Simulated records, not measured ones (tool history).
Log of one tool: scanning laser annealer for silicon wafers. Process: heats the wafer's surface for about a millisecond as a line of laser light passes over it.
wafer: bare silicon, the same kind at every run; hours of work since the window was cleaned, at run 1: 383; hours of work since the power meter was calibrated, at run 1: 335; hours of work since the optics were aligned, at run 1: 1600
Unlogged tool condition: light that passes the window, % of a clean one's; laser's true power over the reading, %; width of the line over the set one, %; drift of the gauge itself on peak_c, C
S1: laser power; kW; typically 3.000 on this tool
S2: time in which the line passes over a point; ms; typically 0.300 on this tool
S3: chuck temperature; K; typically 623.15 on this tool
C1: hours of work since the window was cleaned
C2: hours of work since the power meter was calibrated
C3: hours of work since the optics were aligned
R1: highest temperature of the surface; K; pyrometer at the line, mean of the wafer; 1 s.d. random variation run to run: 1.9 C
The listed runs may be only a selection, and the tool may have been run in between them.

run   hour     S1     S2      S3   C1   C2    C3       R1
  1    0.0  3.000  0.300  623.15  383  335  1600  1360.15
  2   25.7  3.000  0.300  623.15  400  352  1617  1361.15
  3   42.7  3.000  0.300  623.15  412  364  1629  1360.15
  4   66.1  3.000  0.300  623.15  427  379  1645  1363.15
  5   79.5  3.000  0.300  617.15  436  388  1653  1354.15
  6   98.5  3.000  0.300  617.15  449  401  1666  1353.15
  7  119.2  3.000  0.300  623.15  463  415  1680  1362.15
  8  142.7  2.620  0.300  623.15  479  431  1696  1242.15
  9  156.5  2.620  0.300  623.15  488  440  1705  1242.15
 10  173.0  3.000  0.300  623.15  499  451  1716  1361.15
 11  195.3  3.000  0.300  623.15  514  466  1731  1363.15
 12  211.7  2.937  0.300  623.15  525  477  1742  1338.15
 13  233.2  3.003  0.233  610.15  540  492  1757  1254.15
 14  250.4  2.834  0.253  622.15  551  503  1768  1251.15
 15  275.1  3.053  0.300  589.15  568  520  1785  1347.15
 16  295.6  2.700  0.359  623.15  582  534  1799  1331.15
 17  317.5  2.700  0.366  645.15  596  548  1813  1363.15
 18  333.7  3.000  0.300  600.15  607  559  1824  1339.15
 19  358.0  2.553  0.317  619.15  624  576  1841  1237.15
 20  373.5  2.553  0.317  619.15  634  586  1851  1235.15
 21  399.8  2.851  0.212  607.15  652  604  1869  1181.15
 22  412.1  2.600  0.300  596.15  660  612  1877  1209.15

Here are 4 independent what-if runs from the current tool condition. What would each one return?
  A  434.2  2.854  0.378  585.15  675  627  1892   ?
  B  434.2  2.600  0.250  657.15  675  627  1892   ?
  C  434.2  3.000  0.315  653.15  675  627  1892   ?
  D  434.2  3.183  0.317  618.15  675  627  1892   ?

run       R1
  A  1369.15
  B  1211.15
  C  1411.15
  D  1445.15
What these runs would have given with no unlogged condition in the tool:
run       R1
  A  1370.15
  B  1212.15
  C  1412.15
  D  1446.15
